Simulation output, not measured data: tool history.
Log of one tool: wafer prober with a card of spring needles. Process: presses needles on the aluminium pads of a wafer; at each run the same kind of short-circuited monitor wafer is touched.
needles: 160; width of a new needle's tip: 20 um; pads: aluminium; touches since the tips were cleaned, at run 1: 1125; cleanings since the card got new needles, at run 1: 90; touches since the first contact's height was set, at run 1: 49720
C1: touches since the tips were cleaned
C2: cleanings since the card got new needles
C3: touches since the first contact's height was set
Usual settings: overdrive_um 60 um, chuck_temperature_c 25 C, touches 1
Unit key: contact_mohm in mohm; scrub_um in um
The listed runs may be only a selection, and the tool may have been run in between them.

Run 1, hour 0.0: usual settings; C1 1125; C2 90; C3 49720. Result: contact_mohm 156 mohm, scrub_um 14.51 um.
At hour 16.5: tips cleaned on abrasive film.
At hour 37.2: tips cleaned on abrasive film.
At hour 57.8: tips cleaned on abrasive film.
At hour 78.4: tips cleaned on abrasive film.
At hour 99.0: tips cleaned on abrasive film.
Run 2, hour 103.6: usual settings; C1 1450; C2 95; C3 82691. Result: contact_mohm 161 mohm, scrub_um 14.46 um.
At hour 116.0: tips cleaned on abrasive film.
At hour 132.5: tips cleaned on abrasive film.
At hour 153.1: tips cleaned on abrasive film.
Run 3, hour 159.1: usual settings; C1 1901; C2 98; C3 100350. Result: contact_mohm 163 mohm, scrub_um 14.42 um.
At hour 171.5: tips cleaned on abrasive film.
At hour 192.1: tips cleaned on abrasive film.
At hour 208.7: tips cleaned on abrasive film.
At hour 225.2: tips cleaned on abrasive film.
At hour 245.8: tips cleaned on abrasive film.
Run 4, hour 262.1: usual settings; C1 5211; C2 103; C3 133141. Result: contact_mohm 174 mohm, scrub_um 14.39 um.
At hour 266.3: tips cleaned on abrasive film.
At hour 286.9: tips cleaned on abrasive film.
At hour 303.5: tips cleaned on abrasive film.
At hour 324.1: tips cleaned on abrasive film.
At hour 342.4: tips cleaned on abrasive film.
Run 5, hour 342.4: usual settings; C1 0; C2 108; C3 158674. Result: contact_mohm 117 mohm, scrub_um 14.33 um.
At hour 363.1: tips cleaned on abrasive film.
At hour 371.6: height of the first contact set anew.
At hour 384.0: tips cleaned on abrasive film.
At hour 404.6: tips cleaned on abrasive film.
Run 6, hour 416.0: usual settings but touches 2; C1 3631; C2 111; C3 14138. Result: contact_mohm 150 mohm, scrub_um 14.15 um.
At hour 424.3: tips cleaned on abrasive film.
At hour 440.8: tips cleaned on abrasive film.
At hour 461.4: tips cleaned on abrasive film.
At hour 478.0: tips cleaned on abrasive film.
At hour 494.5: tips cleaned on abrasive film.
Run 7, hour 501.3: usual settings but touches 2; C1 2194; C2 116; C3 41287. Result: contact_mohm 144 mohm, scrub_um 14.11 um.
At hour 513.8: tips cleaned on abrasive film.
At hour 534.4: tips cleaned on abrasive film.
At hour 555.0: tips cleaned on abrasive film.
At hour 575.7: tips cleaned on abrasive film.
Run 8, hour 585.0: usual settings; C1 2990; C2 120; C3 67917. Result: contact_mohm 172 mohm, scrub_um 14.03 um.
At hour 593.3: tips cleaned on abrasive film.
At hour 614.0: tips cleaned on abrasive film.
At hour 634.6: tips cleaned on abrasive film.
Run 9, hour 640.4: usual settings; C1 1848; C2 123; C3 85527. Result: contact_mohm 162 mohm, scrub_um 14.05 um.
At hour 652.8: tips cleaned on abrasive film.
At hour 669.3: tips cleaned on abrasive film.
At hour 689.9: tips cleaned on abrasive film.
At hour 710.6: tips cleaned on abrasive film.
At hour 731.2: tips cleaned on abrasive film.
Run 10, hour 740.2: usual settings but overdrive_um 46 um; C1 2870; C2 128; C3 117290. Result: contact_mohm 213 mohm, scrub_um 10.60 um.
At hour 748.5: tips cleaned on abrasive film.
At hour 765.0: tips cleaned on abrasive film.
At hour 785.3: tips cleaned on abrasive film.
Run 11, hour 785.3: usual settings but overdrive_um 46 um; C1 0; C2 131; C3 131640. Result: contact_mohm 130 mohm, scrub_um 10.54 um.
At hour 801.8: tips cleaned on abrasive film.
At hour 822.5: tips cleaned on abrasive film.
Run 12, hour 830.5: usual settings; C1 2578; C2 133; C3 146038. Result: contact_mohm 177 mohm, scrub_um 13.98 um.
At hour 843.0: tips cleaned on abrasive film.
At hour 859.5: tips cleaned on abrasive film.
At hour 876.0: tips cleaned on abrasive film.
Run 13, hour 880.4: usual settings; C1 1415; C2 136; C3 161901. Result: contact_mohm 157 mohm, scrub_um 13.92 um.
At hour 892.8: tips cleaned on abrasive film.
At hour 901.3: height of the first contact set anew.
At hour 909.8: height of the first contact set anew, once more.
At hour 914.1: tips cleaned on abrasive film.
At hour 934.7: tips cleaned on abrasive film.
Run 14, hour 946.2: usual settings but overdrive_um 67 um; C1 3696; C2 139; C3 11576. Result: contact_mohm 161 mohm, scrub_um 16.30 um.
At hour 954.6: tips cleaned on abrasive film.
At hour 971.1: tips cleaned on abrasive film.
At hour 991.7: tips cleaned on abrasive film.
At hour 1008.2: tips cleaned on abrasive film.
At hour 1028.9: tips cleaned on abrasive film.
At hour 1045.4: tips cleaned on abrasive film.
Run 15, hour 1045.9: usual settings but overdrive_um 49 um; C1 151; C2 145; C3 43248. Result: contact_mohm 129 mohm, scrub_um 11.79 um.
At hour 1062.4: tips cleaned on abrasive film.
At hour 1083.0: tips cleaned on abrasive film.
At hour 1099.5: tips cleaned on abrasive film.
At hour 1120.2: tips cleaned on abrasive film.
At hour 1136.7: tips cleaned on abrasive film.
Run 16, hour 1137.8: usual settings but overdrive_um 80 um, touches 3; C1 364; C2 150; C3 72507. Result: contact_mohm 111 mohm, scrub_um 19.35 um.
At hour 1154.4: tips cleaned on abrasive film.
At hour 1175.0: tips cleaned on abrasive film.
At hour 1195.6: tips cleaned on abrasive film.
At hour 1212.2: tips cleaned on abrasive film.
Run 17, hour 1220.1: usual settings but overdrive_um 47 um, touches 3; C1 2531; C2 154; C3 98681. Result: contact_mohm 148 mohm, scrub_um 11.26 um.
At hour 1232.5: tips cleaned on abrasive film.
At hour 1253.1: tips cleaned on abrasive film.
At hour 1269.6: tips cleaned on abrasive film.
Run 18, hour 1271.6: usual settings but overdrive_um 41 um, chuck_temperature_c 31 C; C1 623; C2 157; C3 115064. Result: contact_mohm 173 mohm, scrub_um 9.76 um.
At hour 1288.1: tips cleaned on abrasive film.
At hour 1308.7: tips cleaned on abrasive film.
At hour 1325.3: tips cleaned on abrasive film.
Run 19, hour 1325.6: usual settings but overdrive_um 40 um, chuck_temperature_c 84 C, touches 2; C1 101; C2 160; C3 132238. Result: contact_mohm 140 mohm, scrub_um 9.54 um.
At hour 1342.1: tips cleaned on abrasive film.
At hour 1358.6: tips cleaned on abrasive film.
At hour 1379.3: tips cleaned on abrasive film.
At hour 1396.8: tips cleaned on abrasive film.
Run 20, hour 1396.8: usual settings but overdrive_um 40 um, chuck_temperature_c 84 C, touches 2; C1 0; C2 164; C3 154896. Result: contact_mohm 134 mohm, scrub_um 9.46 um.
At hour 1417.4: tips cleaned on abrasive film.
At hour 1438.1: tips cleaned on abrasive film.
At hour 1438.4: height of the first contact set anew.
At hour 1459.0: tips cleaned on abrasive film.
Run 21, hour 1474.7: usual settings but overdrive_um 40 um, chuck_temperature_c 84 C, touches 2; C1 5010; C2 167; C3 11577. Result: contact_mohm 205 mohm, scrub_um 9.74 um.
At hour 1478.9: tips cleaned on abrasive film.
At hour 1495.4: tips cleaned on abrasive film.
At hour 1516.0: tips cleaned on abrasive film.
Run 22, hour 1522.7: usual settings but chuck_temperature_c 53 C; C1 2120; C2 170; C3 26831. Result: contact_mohm 168 mohm, scrub_um 14.58 um.
At hour 1535.1: tips cleaned on abrasive film.
At hour 1555.7: tips cleaned on abrasive film.
At hour 1572.2: tips cleaned on abrasive film.
At hour 1591.5: tips cleaned on abrasive film.
Run 23, hour 1591.5: usual settings; C1 0; C2 174; C3 48717. Result: contact_mohm 119 mohm, scrub_um 14.50 um.
At hour 1612.1: tips cleaned on abrasive film.
At hour 1628.6: tips cleaned on abrasive film.
At hour 1649.3: tips cleaned on abrasive film.
At hour 1667.6: tips cleaned on abrasive film.
Run 24, hour 1667.6: usual settings but touches 2; C1 0; C2 178; C3 72952. Result: contact_mohm 116 mohm, scrub_um 14.48 um.
At hour 1688.3: tips cleaned on abrasive film.
At hour 1708.9: tips cleaned on abrasive film.
At hour 1729.5: tips cleaned on abrasive film.
At hour 1746.1: tips cleaned on abrasive film.
Run 25, hour 1747.8: usual settings but overdrive_um 47 um, chuck_temperature_c 29 C, touches 2; C1 550; C2 182; C3 98455. Result: contact_mohm 139 mohm, scrub_um 11.31 um.

Alternative continuations, all from the tool just after run 25; predict every row:
At hour 1764.3: tips cleaned on abrasive film.
At hour 1780.8: tips cleaned on abrasive film.
At hour 1801.5: tips cleaned on abrasive film.
Run A, hour 1812.2: usual settings but overdrive_um 47 um, chuck_temperature_c 49 C; C1 3441; C2 185; C3 118969. Result: contact_mohm ?, scrub_um ?.
At hour 1764.3: tips cleaned on abrasive film.
At hour 1780.8: tips cleaned on abrasive film.
At hour 1801.5: tips cleaned on abrasive film.
Run B, hour 1812.2: usual settings but overdrive_um 74 um, chuck_temperature_c 63 C, touches 2; C1 3441; C2 185; C3 118969. Result: contact_mohm ?, scrub_um ?.
At hour 1764.3: tips cleaned on abrasive film.
At hour 1780.8: tips cleaned on abrasive film.
At hour 1801.5: tips cleaned on abrasive film.
Run C, hour 1812.2: usual settings but chuck_temperature_c 75 C; C1 3441; C2 185; C3 118969. Result: contact_mohm ?, scrub_um ?.
At hour 1764.3: tips cleaned on abrasive film.
At hour 1780.8: tips cleaned on abrasive film.
At hour 1801.5: tips cleaned on abrasive film.
Run D, hour 1812.2: usual settings but overdrive_um 76 um, chuck_temperature_c 98 C; C1 3441; C2 185; C3 118969. Result: contact_mohm ?, scrub_um ?.

run  contact_mohm  scrub_um
  A           217     11.25
  B           143     17.84
  C           182     14.44
  D           162     18.32
Without the tool's hidden state the same runs would have given:
run  contact_mohm  scrub_um
  A           119     11.43
  B           116     18.03
  C           119     14.63
  D           121     18.51
